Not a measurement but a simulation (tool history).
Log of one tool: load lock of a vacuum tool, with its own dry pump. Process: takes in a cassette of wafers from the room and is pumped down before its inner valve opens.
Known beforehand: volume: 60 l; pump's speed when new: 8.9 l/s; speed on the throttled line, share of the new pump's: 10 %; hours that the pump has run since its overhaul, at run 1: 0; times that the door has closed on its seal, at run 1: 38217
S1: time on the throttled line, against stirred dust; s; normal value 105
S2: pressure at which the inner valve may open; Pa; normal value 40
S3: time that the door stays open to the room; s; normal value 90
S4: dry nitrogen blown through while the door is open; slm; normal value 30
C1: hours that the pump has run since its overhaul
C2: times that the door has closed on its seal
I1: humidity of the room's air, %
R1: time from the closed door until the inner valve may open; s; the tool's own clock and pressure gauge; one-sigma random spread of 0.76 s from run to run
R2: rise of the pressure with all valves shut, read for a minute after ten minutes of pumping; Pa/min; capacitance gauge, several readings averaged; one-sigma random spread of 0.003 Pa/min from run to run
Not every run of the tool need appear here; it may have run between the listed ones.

run    hour   S1  S2   S3  S4    C1     C2    I1     R1     R2
  1       0  105  40   90  30     0  38217  44.5  147.3  0.021
  2   333.3  105  40   90  30   333  38807  43.6  148.1   0.02
  3   940.6  105  40   90  30   941  39881  46.7  148.1  0.018
  4    1472  105  40   90  30  1472  40822  46.8  147.9  0.023
  5    1971  105  40   58  30  1971  41705  47.9  148.2   0.02
  6  2433.2   89  40  172  27  2433  42523  46.8  134.3  0.037
  7    2896   89  40  198  16  2896  43342  41.5  133.7  0.049
  8  3381.1  142  40   90  27  3381  44200  47.5    181  0.023
  9    3844  142  40   90  27  3844  45019    43  183.1  0.022

For run 10, what comes out?
 10  4261.6  105  40  90  30  4262  45758  42.1   ?   ?

{"run 10": {"R1": 148.7, "R2": 0.027}}
Minus the tool's unlogged condition, the same run would have read R1 148.7 s, R2 0.026 Pa/min.
